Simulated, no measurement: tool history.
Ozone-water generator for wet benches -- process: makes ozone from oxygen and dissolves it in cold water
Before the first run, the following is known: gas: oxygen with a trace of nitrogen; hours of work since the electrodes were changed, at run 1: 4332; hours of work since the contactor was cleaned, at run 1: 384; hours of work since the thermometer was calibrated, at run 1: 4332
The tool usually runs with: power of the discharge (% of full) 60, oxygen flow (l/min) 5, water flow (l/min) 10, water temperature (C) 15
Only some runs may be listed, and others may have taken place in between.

run    hour  power of the discharge (% of full)  oxygen flow (l/min)  water flow (l/min)  water temperature (C)  hours of work since the electrodes were changed  hours of work since the contactor was cleaned  hours of work since the thermometer was calibrated  dissolved ozone (ppm)  ozone in the gas ahead of the water (g/m3)
  1       0                                  60                    5                  10                     15                                             4332                                            384                                                4332                     21                                       129.4
  2    47.8                                  60                    5                  10                     15                                             4378                                            430                                                4378                     21                                       130.1
  3   161.1                                  60                 4.09                  10                     15                                             4488                                            540                                                4488                   20.7                                         140
  4   252.1                                  60                 4.09                  10                     15                                             4576                                            629                                                4576                   20.7                                       139.8
  5   327.5                                  60                 4.09                  10                     15                                             4649                                            702                                                4649                   20.5                                       138.2
  6   407.8                                  60                    5                  10                     15                                             4727                                            780                                                4727                     21                                       130.4
  7   516.6                                  60                    5                  10                     15                                             4833                                            885                                                4833                   20.9                                       129.6
  8   598.2                                  60                    5                  10                     15                                             4912                                            965                                                4912                   20.9                                       128.5
  9   646.1                                  60                    5                  10                     15                                             4959                                           1011                                                4959                   20.6                                       128.9
 10   719.5                                  60                    5                  10                     15                                             5030                                           1082                                                5030                   20.7                                       129.7
      766.9  -- water thermometer calibrated
 11   820.8                                  60                    5                  10                     15                                             5128                                           1180                                                  52                   20.9                                       129.5
 12   929.1                                  60                    5                  10                     15                                             5233                                           1285                                                 157                   20.8                                       129.2
 13   986.6                                  60                    5                  10                      8                                             5288                                           1341                                                 213                     24                                       128.9
 14  1059.1                                  60                    5                  10                      8                                             5359                                           1411                                                 283                   23.8                                         130
 15  1109.7                                  60                    5                  10                      8                                             5408                                           1460                                                 333                     24                                       128.9
 16    1188                                  60                 8.33                  10                      8                                             5484                                           1536                                                 409                   24.1                                       105.7
 17  1280.9                                  60                 4.99                  10                     11                                             5574                                           1627                                                 499                   22.4                                         130
 18  1349.2                                  46                 5.88                   6                     15                                             5640                                           1693                                                 565                   21.9                                        95.5
 19  1449.6                                  60                 3.47                  16                     18                                             5738                                           1790                                                 662                   12.7                                       147.6
 20  1554.1                                  60                 3.38                  10                     15                                             5839                                           1892                                                 764                   20.2                                       150.6
 21  1612.1                                  60                 2.71                   9                     12                                             5895                                           1948                                                 820                   22.2                                       161.6
 22  1702.1                                  55                 2.71                   7                     12                                             5983                                           2035                                                 907                     25                                         150
 23    1767                                  55                 2.71                   7                     12                                             6046                                           2098                                                 970                   25.3                                       147.6
 24  1845.3                                  55                 5.01                  11                     20                                             6122                                           2174                                                1046                   16.2                                       120.5
 25  1944.6                                  63                 7.93                  11                     16                                             6218                                           2271                                                1143                   19.8                                         114
 26  2017.2                                  63                 7.62                   8                     16                                             6289                                           2341                                                1213                   23.9                                       114.5
 27  2110.1                                  60                 3.73                   8                     12                                             6379                                           2431                                                1303                   25.6                                       146.2
 28  2156.8                                  60                    5                  11                     21                                             6424                                           2477                                                1349                   17.4                                       129.6
 29  2234.9                                  60                    5                  11                     21                                             6500                                           2552                                                1424                   17.4                                       128.9
 30  2320.7                                  89                 5.05                   7                     13                                             6583                                           2636                                                1508                   39.2                                         184
 31  2388.9                                  40                 7.26                  13                      8                                             6649                                           2702                                                1574                   13.8                                        77.4
 32  2469.9                                  52                 3.88                  13                      8                                             6728                                           2780                                                1653                   15.9                                       125.7

Take each entry between the runs: how does the hidden state at the last listed run before it differ from the hidden state at the first listed run after it?
Between runs 10 and 11: water thermometer calibrated (hour 766.9)
  both runs share identical hidden conditions

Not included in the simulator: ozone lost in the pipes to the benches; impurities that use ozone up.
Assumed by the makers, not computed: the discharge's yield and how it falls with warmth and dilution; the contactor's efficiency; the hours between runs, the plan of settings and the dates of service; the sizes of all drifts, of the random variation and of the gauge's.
